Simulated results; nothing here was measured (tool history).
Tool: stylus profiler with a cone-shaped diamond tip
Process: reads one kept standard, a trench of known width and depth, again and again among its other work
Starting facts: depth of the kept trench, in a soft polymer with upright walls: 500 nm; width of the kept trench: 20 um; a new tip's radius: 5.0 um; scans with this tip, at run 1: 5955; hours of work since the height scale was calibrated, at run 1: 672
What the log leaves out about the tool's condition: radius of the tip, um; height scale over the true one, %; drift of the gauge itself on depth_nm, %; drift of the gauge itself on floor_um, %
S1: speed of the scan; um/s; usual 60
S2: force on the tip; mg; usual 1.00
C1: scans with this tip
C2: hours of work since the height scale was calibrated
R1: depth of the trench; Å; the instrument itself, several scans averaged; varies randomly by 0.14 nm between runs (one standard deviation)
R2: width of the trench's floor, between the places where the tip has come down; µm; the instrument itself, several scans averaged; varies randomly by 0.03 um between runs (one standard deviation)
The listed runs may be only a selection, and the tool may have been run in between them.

| run | day | S1 | S2 | C1 | C2 | R1 | R2 |
|---|---|---|---|---|---|---|---|
| 1 | 0.000 | 60 | 1.00 | 5955 | 672 | 5031.0 | 14.08 |
| 2 | 5.462 | 60 | 1.00 | 6575 | 742 | 5033.3 | 14.10 |
| 3 | 9.204 | 60 | 0.90 | 7000 | 790 | 5034.2 | 14.01 |
| 4 | 11.750 | 60 | 1.00 | 7289 | 822 | 5034.5 | 13.92 |
| 5 | 15.992 | 60 | 2.68 | 7771 | 877 | 5059.8 | 14.18 |
| 6 | 19.000 | 60 | 2.68 | 8112 | 915 | 5060.0 | 14.13 |
| 7 | 23.608 | 60 | 1.00 | 8636 | 974 | 5035.6 | 13.78 |
| 8 | 27.708 | 60 | 1.00 | 9101 | 1027 | 5038.6 | 13.78 |
| 9 | 30.175 | 33 | 1.00 | 9381 | 1058 | 5037.3 | 14.01 |
| 10 | 33.392 | 33 | 1.00 | 9747 | 1099 | 5036.4 | 13.92 |
| 11 | 38.888 | 36 | 1.00 | 10371 | 1170 | 5035.8 | 13.84 |
| 12 | 41.946 | 80 | 1.00 | 10718 | 1209 | 5039.9 | 13.37 |
| 13 | 44.696 | 80 | 1.00 | 11030 | 1244 | 5037.7 | 13.39 |
| 14 | 48.754 | 60 | 1.00 | 11491 | 1296 | 5037.9 | 13.50 |
| 15 | 54.442 | 60 | 1.00 | 12137 | 1369 | 5039.2 | 13.46 |
| 16 | 58.533 | 60 | 1.00 | 12602 | 1422 | 5041.5 | 13.35 |
| 17 | 61.288 | 60 | 0.33 | 12914 | 1457 | 5024.9 | 12.88 |
| 18 | 65.425 | 186 | 1.00 | 13384 | 1510 | 5039.2 | 12.03 |
| 19 | 69.625 | 186 | 1.00 | 13861 | 1564 | 5040.9 | 12.01 |
|  | 69.921 | height scale calibrated on a step standard |
| 20 | 73.825 | 186 | 1.00 | 14336 | 50 | 5053.0 | 11.96 |
| 21 | 77.662 | 64 | 1.00 | 14771 | 99 | 5052.3 | 13.10 |
| 22 | 81.167 | 146 | 1.00 | 15169 | 144 | 5052.9 | 12.22 |
| 23 | 86.762 | 146 | 1.00 | 15805 | 216 | 5054.8 | 12.17 |
| 24 | 92.246 | 136 | 0.54 | 16428 | 286 | 5047.6 | 11.72 |
|  | 95.950 | height scale calibrated on a step standard, once more |
|  | 96.842 | new tip fitted, height scale calibrated |
| 25 | 97.338 | 62 | 1.36 | 56 | 6 | 5031.3 | 15.06 |
| 26 | 100.046 | 25 | 1.71 | 363 | 41 | 5040.5 | 15.35 |
| 27 | 103.692 | 26 | 2.15 | 777 | 88 | 5046.8 | 15.28 |
| 28 | 107.450 | 16 | 1.95 | 1204 | 136 | 5043.9 | 15.23 |
| 29 | 112.450 | 17 | 0.34 | 1772 | 200 | 5014.1 | 14.98 |
| 30 | 115.608 | 75 | 0.65 | 2131 | 240 | 5020.9 | 14.34 |
| 31 | 118.058 | 115 | 0.90 | 2409 | 272 | 5027.4 | 14.01 |
| 32 | 122.383 | 115 | 0.90 | 2900 | 327 | 5029.1 | 13.97 |
| 33 | 127.138 | 114 | 1.00 | 3440 | 388 | 5033.6 | 13.97 |
| 34 | 131.896 | 31 | 0.74 | 3980 | 449 | 5028.7 | 14.68 |
| 35 | 136.350 | 71 | 1.38 | 4486 | 506 | 5040.6 | 14.36 |
| 36 | 138.971 | 71 | 1.38 | 4784 | 540 | 5039.9 | 14.36 |
| 37 | 142.167 | 69 | 0.48 | 5146 | 581 | 5023.9 | 13.92 |
| 38 | 145.896 | 45 | 2.32 | 5570 | 628 | 5055.1 | 14.51 |
| 39 | 148.962 | 45 | 2.32 | 5918 | 668 | 5053.3 | 14.44 |
| 40 | 152.412 | 60 | 0.50 | 6310 | 712 | 5024.2 | 13.88 |
| 41 | 154.829 | 169 | 0.99 | 6585 | 743 | 5035.9 | 12.96 |
| 42 | 157.804 | 209 | 1.83 | 6922 | 781 | 5048.6 | 13.17 |
| 43 | 161.683 | 24 | 0.78 | 7362 | 831 | 5031.5 | 14.31 |
| 44 | 167.338 | 24 | 0.78 | 8005 | 903 | 5031.7 | 14.25 |
| 45 | 170.725 | 24 | 0.78 | 8389 | 946 | 5033.1 | 14.21 |
| 46 | 173.046 | 185 | 1.00 | 8653 | 976 | 5037.7 | 12.60 |

Alternative continuations, all from the tool just after run 46; predict every row:
| A | 176.638 | 151 | 2.96 | 9061 | 1022 | ? | ? |
| B | 176.638 | 41 | 1.00 | 9061 | 1022 | ? | ? |
| C | 176.638 | 36 | 0.43 | 9061 | 1022 | ? | ? |

| run | R1 | R2 |
|---|---|---|
| A | 5066.9 | 13.53 |
| B | 5037.4 | 14.08 |
| C | 5025.0 | 13.87 |
What these runs would have given with no unlogged condition in the tool:
| run | R1 | R2 |
|---|---|---|
| A | 5056.1 | 14.77 |
| B | 5026.7 | 15.33 |
| C | 5014.3 | 15.11 |
